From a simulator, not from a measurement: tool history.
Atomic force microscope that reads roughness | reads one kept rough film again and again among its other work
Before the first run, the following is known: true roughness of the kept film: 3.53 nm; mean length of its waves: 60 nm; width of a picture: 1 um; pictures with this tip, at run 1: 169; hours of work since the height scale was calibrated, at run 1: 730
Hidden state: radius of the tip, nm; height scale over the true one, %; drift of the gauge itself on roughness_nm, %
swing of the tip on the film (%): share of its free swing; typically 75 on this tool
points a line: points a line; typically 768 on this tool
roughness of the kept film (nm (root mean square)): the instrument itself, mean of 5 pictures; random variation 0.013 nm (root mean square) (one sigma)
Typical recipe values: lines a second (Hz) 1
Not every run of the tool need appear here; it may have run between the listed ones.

run,hour,lines a second (Hz),swing of the tip on the film (%),points a line,pictures with this tip,hours of work since the height scale was calibrated,roughness of the kept film (nm (root mean square))
1,0,1,75,768,169,730,2.948
2,26,1,75,768,203,747,2.902
3,55.4,0.96,75,768,242,767,2.871
4,81.4,0.82,75,768,276,784,2.87
5,96,0.82,75,768,295,794,2.843
# hour 101.3: new tip fitted
6,109.9,0.82,75,685,12,802,3.19
7,130.9,1,62,768,39,816,3.225
8,159.3,1,62,768,76,835,3.197
9,181.3,1,62,768,105,850,3.134
10,199.5,1.19,62,768,129,862,3.069
11,217.9,1.19,62,768,153,874,3.067
12,246.2,1.19,62,768,190,893,3.006
13,258.8,1,75,768,207,901,2.886
14,272.5,3.43,75,768,225,910,2.377
15,285.7,1,56,768,242,919,2.995
16,304.9,1,75,768,268,932,2.768
17,321.9,1,75,317,290,943,2.777
# hour 331.4: new tip fitted
18,347.7,1,75,317,21,960,3.139
19,365.9,1,75,317,45,972,3.089
20,393,1,75,317,81,990,3.059
21,408.8,1,75,317,101,1001,3.042
22,438,1.92,75,768,140,1020,2.768
23,459.2,1.92,75,768,167,1034,2.725
24,471.1,0.89,75,768,183,1042,2.964
25,488.3,2.29,75,768,206,1054,2.627
26,515.1,2.29,75,768,241,1071,2.587
27,529,0.96,64,768,259,1081,2.92
28,544.2,1.07,78,416,279,1091,2.769
# hour 560.1: new tip fitted
29,565.6,1.92,77,798,7,1105,2.883
30,591.2,0.86,62,768,41,1122,3.275
31,603.2,0.86,62,768,57,1130,3.231
32,625.4,0.86,85,733,86,1144,2.96
33,640.2,1.6,75,302,105,1154,2.871
34,666.2,1.6,75,302,139,1171,2.836
35,686.1,1.6,75,302,166,1185,2.787
36,705.1,1.42,76,554,191,1197,2.81
37,718.7,1.54,65,554,208,1206,2.919
38,746.6,1.54,65,554,245,1225,2.863
39,766.1,2.41,90,379,270,1238,2.126
40,782.5,1.08,89,768,292,1249,2.567
# hour 788.7: new tip fitted
41,807,1.08,89,768,24,1265,2.868
42,820.1,1.37,85,768,41,1273,2.83
43,840,1.37,84,263,67,1287,2.819
44,860.8,2.72,84,263,94,1300,2.398
45,877.6,1.71,69,768,116,1312,2.955
46,897.5,1.65,57,768,142,1325,3.084
47,914.8,1.65,57,768,165,1336,3.071
48,939.1,1,75,509,197,1352,2.892
49,964.5,0.62,60,829,230,1369,3.058

Predict each of these 4 candidate next runs independently; none follows another, all start after run 49:
A,988.8,0.85,60,940,262,1385,?
B,988.8,0.61,65,829,262,1385,?
C,988.8,1.45,75,768,262,1385,?
D,988.8,2.22,60,446,262,1385,?

run,roughness of the kept film (nm (root mean square))
A,2.997
B,2.984
C,2.733
D,2.845
With no hidden state in the tool, these same runs would have given:
run,roughness of the kept film (nm (root mean square))
A,3.302
B,3.287
C,3.01
D,3.135

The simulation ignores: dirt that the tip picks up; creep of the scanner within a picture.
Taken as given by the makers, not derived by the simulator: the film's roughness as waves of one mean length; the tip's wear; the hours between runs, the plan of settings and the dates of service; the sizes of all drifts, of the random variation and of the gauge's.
